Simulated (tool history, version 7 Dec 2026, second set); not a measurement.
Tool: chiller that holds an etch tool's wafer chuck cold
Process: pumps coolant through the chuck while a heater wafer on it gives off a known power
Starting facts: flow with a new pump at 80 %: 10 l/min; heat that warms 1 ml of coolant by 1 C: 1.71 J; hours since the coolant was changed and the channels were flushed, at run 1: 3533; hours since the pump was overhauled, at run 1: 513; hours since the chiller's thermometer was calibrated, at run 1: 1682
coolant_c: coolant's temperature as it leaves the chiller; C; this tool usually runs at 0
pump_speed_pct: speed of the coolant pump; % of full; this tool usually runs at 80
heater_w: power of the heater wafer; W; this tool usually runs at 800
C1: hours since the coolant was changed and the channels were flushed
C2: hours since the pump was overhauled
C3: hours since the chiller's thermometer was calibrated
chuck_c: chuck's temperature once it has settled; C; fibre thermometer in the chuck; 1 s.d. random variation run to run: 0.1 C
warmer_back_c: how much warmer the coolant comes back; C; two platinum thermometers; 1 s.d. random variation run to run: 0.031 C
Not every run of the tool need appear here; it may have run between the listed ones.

{"run": 1, "day": 0.0, "coolant_c": 0, "pump_speed_pct": 80, "heater_w": 800, "C1": 3533, "C2": 513, "C3": 1682, "chuck_c": 9.5, "warmer_back_c": 2.79}
{"run": 2, "day": 0.717, "coolant_c": 0, "pump_speed_pct": 80, "heater_w": 800, "C1": 3551, "C2": 531, "C3": 1700, "chuck_c": 9.6, "warmer_back_c": 2.79}
{"run": 3, "day": 1.917, "coolant_c": 0, "pump_speed_pct": 71, "heater_w": 800, "C1": 3579, "C2": 559, "C3": 1728, "chuck_c": 10.4, "warmer_back_c": 3.22}
{"run": 4, "day": 2.821, "coolant_c": 0, "pump_speed_pct": 80, "heater_w": 922, "C1": 3601, "C2": 581, "C3": 1750, "chuck_c": 10.8, "warmer_back_c": 3.23}
{"run": 5, "day": 3.583, "coolant_c": 0, "pump_speed_pct": 80, "heater_w": 922, "C1": 3619, "C2": 599, "C3": 1768, "chuck_c": 10.8, "warmer_back_c": 3.21}
{"run": 6, "day": 4.371, "coolant_c": 0, "pump_speed_pct": 80, "heater_w": 922, "C1": 3638, "C2": 618, "C3": 1787, "chuck_c": 10.7, "warmer_back_c": 3.2}
{"run": 7, "day": 5.296, "coolant_c": 0, "pump_speed_pct": 84, "heater_w": 800, "C1": 3660, "C2": 640, "C3": 1810, "chuck_c": 9, "warmer_back_c": 2.67}
{"run": 8, "day": 7.0, "coolant_c": 0, "pump_speed_pct": 65, "heater_w": 800, "C1": 3701, "C2": 681, "C3": 1850, "chuck_c": 11.4, "warmer_back_c": 3.44}
{"run": 9, "day": 7.967, "coolant_c": 0, "pump_speed_pct": 80, "heater_w": 800, "C1": 3725, "C2": 705, "C3": 1874, "chuck_c": 9.4, "warmer_back_c": 2.73}
{"run": 10, "day": 9.25, "coolant_c": 8, "pump_speed_pct": 80, "heater_w": 800, "C1": 3755, "C2": 735, "C3": 1904, "chuck_c": 17.3, "warmer_back_c": 2.69}
{"run": 11, "day": 10.25, "coolant_c": 8, "pump_speed_pct": 80, "heater_w": 800, "C1": 3779, "C2": 759, "C3": 1929, "chuck_c": 17.3, "warmer_back_c": 2.69}
{"run": 12, "day": 11.5, "coolant_c": 0, "pump_speed_pct": 80, "heater_w": 413, "C1": 3809, "C2": 789, "C3": 1958, "chuck_c": 4.8, "warmer_back_c": 1.32}
{"run": 13, "day": 12.321, "coolant_c": -4, "pump_speed_pct": 80, "heater_w": 800, "C1": 3829, "C2": 809, "C3": 1978, "chuck_c": 5.6, "warmer_back_c": 2.71}
{"run": 14, "day": 13.025, "coolant_c": -4, "pump_speed_pct": 80, "heater_w": 800, "C1": 3846, "C2": 826, "C3": 1995, "chuck_c": 5.6, "warmer_back_c": 2.7}
{"run": 15, "day": 14.279, "coolant_c": -4, "pump_speed_pct": 80, "heater_w": 800, "C1": 3876, "C2": 856, "C3": 2025, "chuck_c": 5.3, "warmer_back_c": 2.66}
{"run": 16, "day": 15.65, "coolant_c": -4, "pump_speed_pct": 80, "heater_w": 800, "C1": 3909, "C2": 889, "C3": 2058, "chuck_c": 5.4, "warmer_back_c": 2.67}
{"day": 16.762, "done": "gauge calibrated"}
{"run": 17, "day": 16.771, "coolant_c": 10, "pump_speed_pct": 80, "heater_w": 800, "C1": 3936, "C2": 916, "C3": 2085, "chuck_c": 19.5, "warmer_back_c": 2.81}
{"run": 18, "day": 17.979, "coolant_c": 0, "pump_speed_pct": 80, "heater_w": 531, "C1": 3965, "C2": 945, "C3": 2114, "chuck_c": 6.3, "warmer_back_c": 1.9}
{"run": 19, "day": 19.562, "coolant_c": 2, "pump_speed_pct": 79, "heater_w": 558, "C1": 4003, "C2": 983, "C3": 2152, "chuck_c": 8.5, "warmer_back_c": 2}
{"run": 20, "day": 21.033, "coolant_c": 2, "pump_speed_pct": 79, "heater_w": 558, "C1": 4038, "C2": 1018, "C3": 2187, "chuck_c": 8.6, "warmer_back_c": 1.95}
{"run": 21, "day": 21.938, "coolant_c": -9, "pump_speed_pct": 98, "heater_w": 558, "C1": 4060, "C2": 1040, "C3": 2209, "chuck_c": -3.6, "warmer_back_c": 1.55}
{"day": 22.233, "done": "chiller's thermometer calibrated"}
{"run": 22, "day": 23.712, "coolant_c": 0, "pump_speed_pct": 89, "heater_w": 438, "C1": 4102, "C2": 1081, "C3": 35, "chuck_c": 4.8, "warmer_back_c": 1.3}
{"run": 23, "day": 25.317, "coolant_c": 0, "pump_speed_pct": 97, "heater_w": 1179, "C1": 4140, "C2": 1120, "C3": 74, "chuck_c": 11.7, "warmer_back_c": 3.22}
{"run": 24, "day": 26.258, "coolant_c": 0, "pump_speed_pct": 98, "heater_w": 1038, "C1": 4163, "C2": 1143, "C3": 97, "chuck_c": 10.1, "warmer_back_c": 2.8}
{"run": 25, "day": 27.029, "coolant_c": 0, "pump_speed_pct": 98, "heater_w": 1038, "C1": 4181, "C2": 1161, "C3": 115, "chuck_c": 10.2, "warmer_back_c": 2.79}
{"run": 26, "day": 28.212, "coolant_c": 8, "pump_speed_pct": 77, "heater_w": 857, "C1": 4209, "C2": 1189, "C3": 143, "chuck_c": 18.6, "warmer_back_c": 3}
{"run": 27, "day": 29.017, "coolant_c": 0, "pump_speed_pct": 80, "heater_w": 774, "C1": 4229, "C2": 1209, "C3": 163, "chuck_c": 9.2, "warmer_back_c": 2.57}
{"run": 28, "day": 30.496, "coolant_c": 0, "pump_speed_pct": 80, "heater_w": 774, "C1": 4264, "C2": 1244, "C3": 198, "chuck_c": 9.1, "warmer_back_c": 2.59}
{"run": 29, "day": 32.038, "coolant_c": -2, "pump_speed_pct": 76, "heater_w": 692, "C1": 4301, "C2": 1281, "C3": 235, "chuck_c": 6.5, "warmer_back_c": 2.39}
{"run": 30, "day": 33.429, "coolant_c": 1, "pump_speed_pct": 76, "heater_w": 1101, "C1": 4335, "C2": 1315, "C3": 269, "chuck_c": 14.6, "warmer_back_c": 3.94}
{"run": 31, "day": 34.575, "coolant_c": 1, "pump_speed_pct": 76, "heater_w": 1101, "C1": 4362, "C2": 1342, "C3": 296, "chuck_c": 14.5, "warmer_back_c": 3.91}
{"run": 32, "day": 36.038, "coolant_c": 1, "pump_speed_pct": 76, "heater_w": 1101, "C1": 4397, "C2": 1377, "C3": 331, "chuck_c": 14.5, "warmer_back_c": 3.9}

Here are 3 independent what-if runs from the current tool condition. What would each one return?
{"run": "A", "day": 37.654, "coolant_c": -2, "pump_speed_pct": 74, "heater_w": 458, "C1": 4436, "C2": 1416, "C3": 370, "chuck_c": "?", "warmer_back_c": "?"}
{"run": "B", "day": 37.654, "coolant_c": 1, "pump_speed_pct": 76, "heater_w": 639, "C1": 4436, "C2": 1416, "C3": 370, "chuck_c": "?", "warmer_back_c": "?"}
{"run": "C", "day": 37.654, "coolant_c": 1, "pump_speed_pct": 73, "heater_w": 1101, "C1": 4436, "C2": 1416, "C3": 370, "chuck_c": "?", "warmer_back_c": "?"}

run=A chuck_c=3.8 warmer_back_c=1.55
run=B chuck_c=8.8 warmer_back_c=2.19
run=C chuck_c=15 warmer_back_c=4.02
Without the tool's unlogged condition, the same runs would have read:
run=A chuck_c=3.8 warmer_back_c=1.77
run=B chuck_c=8.7 warmer_back_c=2.4
run=C chuck_c=14.9 warmer_back_c=4.23
